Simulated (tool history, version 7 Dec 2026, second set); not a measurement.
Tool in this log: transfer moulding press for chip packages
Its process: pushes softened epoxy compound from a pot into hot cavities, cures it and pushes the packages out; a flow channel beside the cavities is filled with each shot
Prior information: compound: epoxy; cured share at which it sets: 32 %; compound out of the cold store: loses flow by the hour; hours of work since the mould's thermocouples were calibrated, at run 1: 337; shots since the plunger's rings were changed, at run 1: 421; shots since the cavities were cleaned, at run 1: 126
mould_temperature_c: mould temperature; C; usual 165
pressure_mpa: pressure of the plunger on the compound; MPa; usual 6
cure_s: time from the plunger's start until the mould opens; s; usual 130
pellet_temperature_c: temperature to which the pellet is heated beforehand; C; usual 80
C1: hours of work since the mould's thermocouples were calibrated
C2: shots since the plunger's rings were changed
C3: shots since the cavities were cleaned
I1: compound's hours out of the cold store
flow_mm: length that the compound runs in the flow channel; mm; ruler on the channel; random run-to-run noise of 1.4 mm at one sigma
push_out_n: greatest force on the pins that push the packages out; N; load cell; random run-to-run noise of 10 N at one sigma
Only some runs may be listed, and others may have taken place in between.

Run 1, hour 0: usual settings; C1 337; C2 421; C3 126; I1 28.5. Result: flow_mm 919 mm, push_out_n 533 N.
Run 2, hour 51: usual settings; C1 371; C2 958; C3 663; I1 46.3. Result: flow_mm 862 mm, push_out_n 663 N.
Run 3, hour 84.9: usual settings; C1 394; C2 1315; C3 1020; I1 26.2. Result: flow_mm 922 mm, push_out_n 697 N.
At hour 105.3: cavities cleaned with cleaning compound and waxed.
Run 4, hour 117: usual settings; C1 415; C2 1638; C3 123; I1 40.9. Result: flow_mm 874 mm, push_out_n 823 N.
At hour 138.7: mould's thermocouples calibrated.
Run 5, hour 150.7: usual settings; C1 8; C2 1971; C3 456; I1 28. Result: flow_mm 914 mm, push_out_n 844 N.
Run 6, hour 179.5: usual settings; C1 28; C2 2275; C3 760; I1 39.4. Result: flow_mm 876 mm, push_out_n 829 N.
Run 7, hour 217.9: usual settings; C1 54; C2 2679; C3 1164; I1 18.3. Result: flow_mm 937 mm, push_out_n 857 N.
At hour 224: cavities cleaned with cleaning compound and waxed.
Run 8, hour 273.2: usual settings; C1 90; C2 3247; C3 519; I1 17.3. Result: flow_mm 936 mm, push_out_n 656 N.
Run 9, hour 304.5: usual settings but cure_s 131 s; C1 111; C2 3577; C3 849; I1 29.3. Result: flow_mm 899 mm, push_out_n 709 N.
At hour 327.3: plunger's sealing rings changed.
At hour 341.7: cavities cleaned with cleaning compound and waxed.
Run 10, hour 342.3: usual settings but cure_s 126 s; C1 134; C2 142; C3 6; I1 38.1. Result: flow_mm 894 mm, push_out_n 480 N.
At hour 391.2: cavities cleaned with cleaning compound and waxed, once more.
Run 11, hour 412.5: usual settings but cure_s 126 s; C1 181; C2 867; C3 226; I1 14.6. Result: flow_mm 961 mm, push_out_n 550 N.
Run 12, hour 463.7: usual settings but cure_s 126 s; C1 215; C2 1406; C3 765; I1 43.7. Result: flow_mm 865 mm, push_out_n 679 N.
At hour 504.9: cavities cleaned with cleaning compound and waxed.
Run 13, hour 529.9: usual settings but cure_s 126 s; C1 259; C2 2087; C3 263; I1 20.4. Result: flow_mm 931 mm, push_out_n 578 N.
Run 14, hour 595.6: usual settings; C1 304; C2 2779; C3 955; I1 10.1. Result: flow_mm 963 mm, push_out_n 725 N.
At hour 622.2: cavities cleaned with cleaning compound and waxed.
Run 15, hour 637.9: usual settings but mould_temperature_c 158 C; C1 331; C2 3209; C3 165; I1 21.3. Result: flow_mm 949 mm, push_out_n 681 N.
At hour 691.3: plunger's sealing rings changed.
Run 16, hour 708.3: usual settings but mould_temperature_c 160 C, pressure_mpa 6.64 MPa, cure_s 117 s; C1 377; C2 179; C3 881; I1 43.6. Result: flow_mm 939 mm, push_out_n 914 N.
At hour 740.9: cavities cleaned with cleaning compound and waxed.
Run 17, hour 748.5: usual settings but pressure_mpa 5.87 MPa, cure_s 146 s, pellet_temperature_c 77 C; C1 403; C2 586; C3 80; I1 21. Result: flow_mm 928 mm, push_out_n 492 N.
Run 18, hour 777.5: usual settings but mould_temperature_c 172 C, pressure_mpa 7.42 MPa, cure_s 124 s; C1 423; C2 892; C3 386; I1 18.6. Result: flow_mm 1023 mm, push_out_n 582 N.
At hour 788.7: mould's thermocouples calibrated.
Run 19, hour 807.5: usual settings but mould_temperature_c 160 C, pressure_mpa 6.4 MPa, cure_s 124 s; C1 13; C2 1187; C3 681; I1 24.9. Result: flow_mm 978 mm, push_out_n 825 N.
Run 20, hour 841.2: usual settings but mould_temperature_c 160 C, pressure_mpa 4.63 MPa, cure_s 124 s; C1 36; C2 1542; C3 1036; I1 45.9. Result: flow_mm 773 mm, push_out_n 915 N.
At hour 856.8: cavities cleaned with cleaning compound and waxed.
Run 21, hour 880.4: usual settings but mould_temperature_c 160 C, pressure_mpa 4.63 MPa, cure_s 124 s; C1 61; C2 1939; C3 249; I1 44.5. Result: flow_mm 771 mm, push_out_n 669 N.
Run 22, hour 914.9: usual settings but mould_temperature_c 160 C, pressure_mpa 4.63 MPa, cure_s 124 s; C1 84; C2 2303; C3 613; I1 40. Result: flow_mm 783 mm, push_out_n 797 N.
Run 23, hour 964.2: usual settings but pressure_mpa 7.21 MPa, pellet_temperature_c 85 C; C1 118; C2 2822; C3 1132; I1 14.1. Result: flow_mm 1040 mm, push_out_n 728 N.
At hour 972.2: cavities cleaned with cleaning compound and waxed.
Run 24, hour 1022.7: usual settings but pressure_mpa 7.21 MPa, pellet_temperature_c 85 C; C1 156; C2 3423; C3 532; I1 11.6. Result: flow_mm 1044 mm, push_out_n 622 N.
At hour 1059.2: plunger's sealing rings changed.
Run 25, hour 1061: usual settings but pressure_mpa 7.21 MPa, pellet_temperature_c 85 C; C1 181; C2 19; C3 909; I1 47.4. Result: flow_mm 945 mm, push_out_n 704 N.
At hour 1089.7: cavities cleaned with cleaning compound and waxed.
Run 26, hour 1121.4: usual settings but mould_temperature_c 166 C, pressure_mpa 5.18 MPa, cure_s 168 s, pellet_temperature_c 85 C; C1 221; C2 640; C3 335; I1 22.2. Result: flow_mm 864 mm, push_out_n 524 N.
Run 27, hour 1180.9: usual settings but mould_temperature_c 166 C, pressure_mpa 5.18 MPa, cure_s 168 s, pellet_temperature_c 85 C; C1 261; C2 1267; C3 962; I1 17. Result: flow_mm 876 mm, push_out_n 652 N.
At hour 1206.3: cavities cleaned with cleaning compound and waxed.
Run 28, hour 1246.4: usual settings but mould_temperature_c 166 C, pressure_mpa 6.48 MPa, cure_s 117 s, pellet_temperature_c 85 C; C1 304; C2 1941; C3 423; I1 11.1. Result: flow_mm 994 mm, push_out_n 637 N.

What if the next run were any one of these 4? Each begins from the tool's condition after run 28:
Run A, hour 1315.8: usual settings but mould_temperature_c 166 C, pressure_mpa 5.03 MPa, cure_s 117 s, pellet_temperature_c 73 C; C1 351; C2 2672; C3 1154; I1 17.5. Result: flow_mm ?, push_out_n ?.
Run B, hour 1315.8: usual settings but cure_s 126 s; C1 351; C2 2672; C3 1154; I1 29.3. Result: flow_mm ?, push_out_n ?.
Run C, hour 1315.8: usual settings but cure_s 157 s; C1 351; C2 2672; C3 1154; I1 17. Result: flow_mm ?, push_out_n ?.
Run D, hour 1315.8: usual settings but mould_temperature_c 160 C, pellet_temperature_c 88 C; C1 351; C2 2672; C3 1154; I1 20. Result: flow_mm ?, push_out_n ?.

run  flow_mm  push_out_n
  A      853         760
  B      902         726
  C      939         719
  D      948         843
With the hidden condition removed and each run's random variation left untouched, the same runs would have given:
run  flow_mm  push_out_n
  A      873         491
  B      924         464
  C      961         453
  D      971         554
